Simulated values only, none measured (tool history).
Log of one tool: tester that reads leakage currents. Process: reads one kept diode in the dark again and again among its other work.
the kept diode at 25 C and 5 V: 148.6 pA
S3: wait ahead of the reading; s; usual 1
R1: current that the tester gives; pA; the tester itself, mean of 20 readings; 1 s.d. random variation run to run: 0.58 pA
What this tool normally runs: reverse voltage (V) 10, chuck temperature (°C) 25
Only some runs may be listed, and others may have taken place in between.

{"run": 1, "hour": 0.0, "reverse voltage (V)": 10, "chuck temperature (°C)": 25, "S3": 1, "R1": 194.21}
{"run": 2, "hour": 229.7, "reverse voltage (V)": 10, "chuck temperature (°C)": 25, "S3": 0.52, "R1": 197.09}
{"run": 3, "hour": 380.8, "reverse voltage (V)": 10, "chuck temperature (°C)": 25, "S3": 1, "R1": 192.91}
{"run": 4, "hour": 509.8, "reverse voltage (V)": 10, "chuck temperature (°C)": 25, "S3": 1, "R1": 194.01}
{"run": 5, "hour": 634.3, "reverse voltage (V)": 10, "chuck temperature (°C)": 52, "S3": 1, "R1": 1363.74}
{"run": 6, "hour": 808.6, "reverse voltage (V)": 10, "chuck temperature (°C)": 52, "S3": 1, "R1": 1363.25}
{"run": 7, "hour": 992.0, "reverse voltage (V)": 10, "chuck temperature (°C)": 52, "S3": 1, "R1": 1359.31}
{"run": 8, "hour": 1177.7, "reverse voltage (V)": 10, "chuck temperature (°C)": 25, "S3": 1, "R1": 194.29}
{"run": 9, "hour": 1329.3, "reverse voltage (V)": 10, "chuck temperature (°C)": 53, "S3": 1, "R1": 1457.9}
{"run": 10, "hour": 1438.3, "reverse voltage (V)": 10, "chuck temperature (°C)": 53, "S3": 1, "R1": 1461.73}
{"hour": 1536.7, "done": "chuck's temperature calibrated"}
{"run": 11, "hour": 1571.9, "reverse voltage (V)": 10, "chuck temperature (°C)": 25, "S3": 2.63, "R1": 192.92}
{"run": 12, "hour": 1721.1, "reverse voltage (V)": 10, "chuck temperature (°C)": 25, "S3": 1, "R1": 194.47}
{"run": 13, "hour": 1896.2, "reverse voltage (V)": 19.5, "chuck temperature (°C)": 20, "S3": 0.5, "R1": 174.18}
{"run": 14, "hour": 2091.6, "reverse voltage (V)": 19.5, "chuck temperature (°C)": 20, "S3": 0.5, "R1": 174.73}
{"hour": 2244.9, "done": "tester calibrated"}
{"run": 15, "hour": 2273.9, "reverse voltage (V)": 19.5, "chuck temperature (°C)": 20, "S3": 0.5, "R1": 174.33}
{"run": 16, "hour": 2512.1, "reverse voltage (V)": 19.5, "chuck temperature (°C)": 20, "S3": 0.5, "R1": 174.08}
{"run": 17, "hour": 2677.6, "reverse voltage (V)": 4.3, "chuck temperature (°C)": 36, "S3": 0.44, "R1": 329.69}
{"run": 18, "hour": 2893.7, "reverse voltage (V)": 4.3, "chuck temperature (°C)": 36, "S3": 0.44, "R1": 329.84}
{"hour": 3038.0, "done": "probe card cleaned and baked"}
{"run": 19, "hour": 3080.1, "reverse voltage (V)": 5.5, "chuck temperature (°C)": 40, "S3": 1.42, "R1": 478.98}
{"run": 20, "hour": 3315.4, "reverse voltage (V)": 2.6, "chuck temperature (°C)": 42, "S3": 1, "R1": 418.77}
{"run": 21, "hour": 3474.8, "reverse voltage (V)": 4.1, "chuck temperature (°C)": 42, "S3": 7.39, "R1": 496.55}
{"run": 22, "hour": 3659.9, "reverse voltage (V)": 4.1, "chuck temperature (°C)": 42, "S3": 7.39, "R1": 493.7}
{"run": 23, "hour": 3759.5, "reverse voltage (V)": 4.1, "chuck temperature (°C)": 42, "S3": 7.39, "R1": 494.27}
{"run": 24, "hour": 3958.8, "reverse voltage (V)": 4.1, "chuck temperature (°C)": 42, "S3": 7.39, "R1": 497.31}

Below are 3 alternative next runs, each starting from the tool's condition after run 24. Predict each:
{"run": "A", "hour": 4139.2, "reverse voltage (V)": 1.4, "chuck temperature (°C)": 56, "S3": 2.36, "R1": "?"}
{"run": "B", "hour": 4139.2, "reverse voltage (V)": 5.3, "chuck temperature (°C)": 42, "S3": 7.29, "R1": "?"}
{"run": "C", "hour": 4139.2, "reverse voltage (V)": 1.8, "chuck temperature (°C)": 21, "S3": 1, "R1": "?"}

run=A R1=868.47
run=B R1=544.67
run=C R1=74.93
Without the tool's unlogged condition, the same runs would have read:
run=A R1=868.92
run=B R1=544.96
run=C R1=74.97
